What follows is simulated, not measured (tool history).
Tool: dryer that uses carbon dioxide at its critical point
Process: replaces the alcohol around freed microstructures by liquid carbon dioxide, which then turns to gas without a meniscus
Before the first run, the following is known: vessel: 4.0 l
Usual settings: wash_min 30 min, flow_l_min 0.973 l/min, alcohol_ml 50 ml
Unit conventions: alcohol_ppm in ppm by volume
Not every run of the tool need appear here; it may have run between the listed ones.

run 1 day=0 | wash_min=30 flow_l_min=0.973 alcohol_ml=50 | alcohol_ppm=53
run 2 day=0.417 | wash_min=30 flow_l_min=0.973 alcohol_ml=50 | alcohol_ppm=63
run 3 day=0.762 | wash_min=30 flow_l_min=1.486 alcohol_ml=50 | alcohol_ppm=35
run 4 day=1.112 | wash_min=30 flow_l_min=1.486 alcohol_ml=50 | alcohol_ppm=36
run 5 day=1.304 | wash_min=30 flow_l_min=1.486 alcohol_ml=50 | alcohol_ppm=39
run 6 day=1.65 | wash_min=30 flow_l_min=1.486 alcohol_ml=50 | alcohol_ppm=50
run 7 day=1.883 | wash_min=30 flow_l_min=0.775 alcohol_ml=50 | alcohol_ppm=124
-- day=1.958 inlet filter changed
run 8 day=2.254 | wash_min=30 flow_l_min=0.775 alcohol_ml=50 | alcohol_ppm=84
run 9 day=2.6 | wash_min=30 flow_l_min=0.973 alcohol_ml=72 | alcohol_ppm=59
run 10 day=2.796 | wash_min=30 flow_l_min=0.973 alcohol_ml=72 | alcohol_ppm=61
run 11 day=3.088 | wash_min=30 flow_l_min=0.973 alcohol_ml=72 | alcohol_ppm=68
run 12 day=3.446 | wash_min=39 flow_l_min=0.973 alcohol_ml=50 | alcohol_ppm=42
run 13 day=3.671 | wash_min=30 flow_l_min=1.125 alcohol_ml=50 | alcohol_ppm=49
run 14 day=4.029 | wash_min=30 flow_l_min=1.125 alcohol_ml=50 | alcohol_ppm=50
run 15 day=4.221 | wash_min=30 flow_l_min=1.125 alcohol_ml=50 | alcohol_ppm=58
run 16 day=4.579 | wash_min=30 flow_l_min=1.125 alcohol_ml=50 | alcohol_ppm=54
run 17 day=4.846 | wash_min=30 flow_l_min=0.973 alcohol_ml=22 | alcohol_ppm=58
run 18 day=5.258 | wash_min=39 flow_l_min=0.973 alcohol_ml=22 | alcohol_ppm=47
run 19 day=5.654 | wash_min=39 flow_l_min=0.973 alcohol_ml=77 | alcohol_ppm=65
run 20 day=5.908 | wash_min=39 flow_l_min=0.973 alcohol_ml=77 | alcohol_ppm=55
run 21 day=6.296 | wash_min=30 flow_l_min=0.973 alcohol_ml=50 | alcohol_ppm=72
run 22 day=6.621 | wash_min=30 flow_l_min=0.973 alcohol_ml=50 | alcohol_ppm=71
run 23 day=6.9 | wash_min=30 flow_l_min=0.973 alcohol_ml=50 | alcohol_ppm=75
run 24 day=7.162 | wash_min=30 flow_l_min=0.973 alcohol_ml=50 | alcohol_ppm=70
run 25 day=7.562 | wash_min=36 flow_l_min=1.286 alcohol_ml=90 | alcohol_ppm=61
run 26 day=7.992 | wash_min=19 flow_l_min=1.286 alcohol_ml=90 | alcohol_ppm=146
run 27 day=8.312 | wash_min=46 flow_l_min=0.978 alcohol_ml=32 | alcohol_ppm=72
run 28 day=8.542 | wash_min=46 flow_l_min=0.978 alcohol_ml=32 | alcohol_ppm=67
run 29 day=8.912 | wash_min=46 flow_l_min=0.978 alcohol_ml=32 | alcohol_ppm=69
run 30 day=9.358 | wash_min=46 flow_l_min=1.439 alcohol_ml=43 | alcohol_ppm=71
run 31 day=9.675 | wash_min=46 flow_l_min=1.439 alcohol_ml=43 | alcohol_ppm=72
run 32 day=10.004 | wash_min=30 flow_l_min=0.747 alcohol_ml=105 | alcohol_ppm=225
run 33 day=10.254 | wash_min=19 flow_l_min=1.17 alcohol_ml=49 | alcohol_ppm=152
run 34 day=10.533 | wash_min=19 flow_l_min=1.17 alcohol_ml=49 | alcohol_ppm=158
run 35 day=10.8 | wash_min=19 flow_l_min=1.015 alcohol_ml=37 | alcohol_ppm=197
run 36 day=11.179 | wash_min=19 flow_l_min=1.015 alcohol_ml=37 | alcohol_ppm=200
run 37 day=11.542 | wash_min=30 flow_l_min=0.929 alcohol_ml=50 | alcohol_ppm=100
run 38 day=11.767 | wash_min=30 flow_l_min=0.929 alcohol_ml=50 | alcohol_ppm=109
run 39 day=12.067 | wash_min=30 flow_l_min=0.909 alcohol_ml=50 | alcohol_ppm=113
run 40 day=12.3 | wash_min=30 flow_l_min=0.655 alcohol_ml=69 | alcohol_ppm=284
run 41 day=12.625 | wash_min=30 flow_l_min=0.655 alcohol_ml=69 | alcohol_ppm=291
run 42 day=12.821 | wash_min=30 flow_l_min=0.696 alcohol_ml=54 | alcohol_ppm=195
run 43 day=13.25 | wash_min=30 flow_l_min=0.704 alcohol_ml=75 | alcohol_ppm=246
run 44 day=13.55 | wash_min=27 flow_l_min=1.569 alcohol_ml=75 | alcohol_ppm=93
run 45 day=13.85 | wash_min=27 flow_l_min=1.569 alcohol_ml=75 | alcohol_ppm=91
run 46 day=14.233 | wash_min=27 flow_l_min=1.115 alcohol_ml=75 | alcohol_ppm=126
run 47 day=14.496 | wash_min=27 flow_l_min=1.115 alcohol_ml=75 | alcohol_ppm=124

Here are 4 independent what-if runs from the current tool condition. What would each one return?
run A day=14.921 | wash_min=27 flow_l_min=1.073 alcohol_ml=75 | alcohol_ppm=?
run B day=14.921 | wash_min=27 flow_l_min=0.973 alcohol_ml=50 | alcohol_ppm=?
run C day=14.921 | wash_min=30 flow_l_min=0.973 alcohol_ml=28 | alcohol_ppm=?
run D day=14.921 | wash_min=37 flow_l_min=1.115 alcohol_ml=75 | alcohol_ppm=?

run=A alcohol_ppm=138
run=B alcohol_ppm=130
run=C alcohol_ppm=110
run=D alcohol_ppm=102
With the hidden condition removed and each run's random variation left untouched, the same runs would have given:
run=A alcohol_ppm=32
run=B alcohol_ppm=21
run=C alcohol_ppm=13
run=D alcohol_ppm=9
